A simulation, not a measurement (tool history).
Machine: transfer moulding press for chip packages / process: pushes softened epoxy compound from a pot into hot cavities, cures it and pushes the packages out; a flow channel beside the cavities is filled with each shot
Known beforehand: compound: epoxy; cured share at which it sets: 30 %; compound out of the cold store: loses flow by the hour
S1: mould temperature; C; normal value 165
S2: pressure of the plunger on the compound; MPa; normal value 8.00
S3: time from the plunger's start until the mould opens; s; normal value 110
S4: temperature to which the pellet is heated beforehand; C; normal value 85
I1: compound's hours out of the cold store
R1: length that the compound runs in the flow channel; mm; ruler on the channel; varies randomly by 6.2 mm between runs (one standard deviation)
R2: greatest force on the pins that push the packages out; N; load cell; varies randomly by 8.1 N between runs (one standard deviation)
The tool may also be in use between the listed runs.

run	hour	S1	S2	S3	S4	I1	R1	R2
1	0.0	165	8.00	110	85	42.4	679	343
# hour 20.5: cavities cleaned with cleaning compound and waxed
2	43.9	165	8.00	110	85	25.2	734	332
# hour 98.6: cavities cleaned with cleaning compound and waxed
3	98.6	165	8.00	110	95	13.4	762	347
4	140.9	165	8.00	110	95	26.0	723	348
# hour 176.0: cavities cleaned with cleaning compound and waxed
5	230.2	165	8.00	110	95	40.8	671	351
# hour 254.8: cavities cleaned with cleaning compound and waxed
6	310.7	165	8.00	110	95	46.1	666	349
# hour 329.8: cavities cleaned with cleaning compound and waxed
7	371.3	165	8.00	110	95	40.0	676	340
# hour 406.7: cavities cleaned with cleaning compound and waxed
8	451.7	165	8.00	110	95	9.1	770	353
# hour 480.6: cavities cleaned with cleaning compound and waxed
9	504.8	165	8.00	110	95	41.3	682	335
# hour 558.7: cavities cleaned with cleaning compound and waxed
# hour 566.3: plunger's sealing rings changed
10	594.1	165	8.00	110	88	8.7	773	372

Run 11 comes next. What will it give?
# hour 636.8: cavities cleaned with cleaning compound and waxed
11	671.9	165	8.51	110	88	42.7	?	?

Run 11 came out at R1 700 mm, R2 338 N.
If the tool had no hidden condition, the same run with the same run-to-run variation would have returned R1 700 mm, R2 334 N.
